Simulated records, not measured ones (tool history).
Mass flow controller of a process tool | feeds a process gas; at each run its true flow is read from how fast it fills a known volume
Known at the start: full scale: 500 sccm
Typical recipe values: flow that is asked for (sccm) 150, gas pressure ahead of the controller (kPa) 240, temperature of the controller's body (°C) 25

run	day	flow that is asked for (sccm)	gas pressure ahead of the controller (kPa)	temperature of the controller's body (°C)	true flow (%)
1	0.000	150	240	25	99.47
2	4.167	150	240	25	99.40
3	7.596	150	240	35	100.08
4	9.538	150	240	35	100.05
5	12.562	124	240	35	100.46
6	15.108	150	240	28	99.79
7	18.571	150	158	25	98.72
8	20.604	150	240	31	99.80
9	24.233	150	240	31	99.89
10	28.017	150	266	25	99.67
11	30.658	358	266	25	98.95
12	32.429	358	266	25	99.01
13	36.388	244	240	25	98.99
14	39.342	150	240	25	99.40
15	41.275	150	240	25	99.48
16	43.650	150	240	25	99.41
17	47.854	150	240	25	99.34
# day 48.254: controller's zero set anew
18	50.208	150	240	23	100.28
19	52.700	467	176	25	98.36
20	56.104	467	176	25	98.30
21	57.938	467	176	25	98.32
22	61.608	467	176	25	98.29
23	64.146	467	176	25	98.32
24	67.900	467	176	25	98.25
25	71.967	268	240	25	99.35
# day 73.067: controller's zero set anew, once more
26	74.183	268	240	25	97.86
27	77.996	268	240	25	97.73
28	81.112	348	152	25	97.03
29	84.975	150	173	20	96.91
30	88.654	150	173	20	96.75
31	92.883	150	173	20	96.84
32	95.767	150	173	20	96.83
33	97.488	124	256	30	98.14

Hidden state or all else? Some run-to-run changes of true flow (%), split into what the settings, what came in and random variation would give without the hidden state, and what is left for the hidden state (with any gauge scatter that isn't in both results):
Hidden state present: flow at rest that the sensor doesn't see, % of full scale; true flow over the shown one, %; drift of the gauge itself on true_pct, %.
Run 17 -> 18: temperature of the controller's body (°C) 25 -> 23, controller's zero set anew. true flow (%) +0.94: hidden state +0.94, all else +0.00.
Run 18 -> 19: flow that is asked for (sccm) 150 -> 467, gas pressure ahead of the controller (kPa) 240 -> 176, temperature of the controller's body (°C) 23 -> 25. true flow (%) -1.92: hidden state -1.71, all else -0.21.
Run 25 -> 26: controller's zero set anew, once more. true flow (%) -1.49: hidden state -1.46, all else -0.03.
Run 32 -> 33: flow that is asked for (sccm) 150 -> 124, gas pressure ahead of the controller (kPa) 173 -> 256, temperature of the controller's body (°C) 20 -> 30. true flow (%) +1.31: hidden state +0.02, all else +1.29.
